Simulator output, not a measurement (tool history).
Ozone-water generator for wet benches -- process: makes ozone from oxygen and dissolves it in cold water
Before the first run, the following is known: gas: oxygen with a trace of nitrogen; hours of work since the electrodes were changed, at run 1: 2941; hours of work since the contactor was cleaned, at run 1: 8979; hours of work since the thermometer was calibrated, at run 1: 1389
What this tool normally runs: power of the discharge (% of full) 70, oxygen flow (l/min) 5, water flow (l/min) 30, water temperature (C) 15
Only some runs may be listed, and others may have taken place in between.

| run | day | power of the discharge (% of full) | oxygen flow (l/min) | water flow (l/min) | water temperature (C) | hours of work since the electrodes were changed | hours of work since the contactor was cleaned | hours of work since the thermometer was calibrated | dissolved ozone (ppm) | ozone in the gas ahead of the water (g/m3) |
|---|---|---|---|---|---|---|---|---|---|---|
| 1 | 0 | 70 | 5 | 30 | 15 | 2941 | 8979 | 1389 | 13.6 | 146.3 |
| 2 | 4.871 | 70 | 5 | 30 | 15 | 3012 | 9051 | 1460 | 13.2 | 147.5 |
| 3 | 9.65 | 70 | 5 | 27 | 15 | 3082 | 9121 | 1530 | 14.8 | 147.8 |
| 4 | 13.858 | 70 | 5 | 27 | 15 | 3144 | 9182 | 1592 | 14.6 | 149.7 |
|  | 14.258 | water thermometer calibrated |
| 5 | 18.375 | 70 | 5 | 30 | 15 | 3209 | 9248 | 60 | 13.3 | 146.3 |
| 6 | 23.242 | 45 | 7.2 | 20 | 10 | 3281 | 9320 | 132 | 17.9 | 105.8 |
| 7 | 26.442 | 70 | 5 | 44 | 15 | 3328 | 9366 | 178 | 9 | 147.5 |
| 8 | 30.946 | 97 | 3.45 | 26 | 13 | 3394 | 9432 | 244 | 15.7 | 194.3 |
| 9 | 34.683 | 97 | 3.45 | 26 | 13 | 3448 | 9487 | 299 | 15.9 | 190.9 |
| 10 | 39.954 | 82 | 2.7 | 31 | 13 | 3526 | 9564 | 376 | 10.7 | 191.8 |

Table of differences, measured result less the result of that run with no hidden state. Run-to-run variation is the same in both. Gauge scatter possibly is not:
Hidden state at play: yield of the discharge, % of new electrodes'; contactor's efficiency, % of a clean one's; true water temperature over the reading, C; drift of the gauge itself on ozone_ppm, %; drift of the gauge itself on gas_g_m3, %.
| run | dissolved ozone (ppm) | ozone in the gas ahead of the water (g/m3) |
|---|---|---|
| 1 | -0.9 | -5.2 |
| 2 | -1 | -5.3 |
| 3 | -1.1 | -5.5 |
| 4 | -1.1 | -5.5 |
| 5 | -1.1 | -5.6 |
| 6 | -1 | -3.1 |
| 7 | -0.8 | -5.7 |
| 8 | -1.3 | -9 |
| 9 | -1.3 | -9 |
| 10 | -0.9 | -8.5 |

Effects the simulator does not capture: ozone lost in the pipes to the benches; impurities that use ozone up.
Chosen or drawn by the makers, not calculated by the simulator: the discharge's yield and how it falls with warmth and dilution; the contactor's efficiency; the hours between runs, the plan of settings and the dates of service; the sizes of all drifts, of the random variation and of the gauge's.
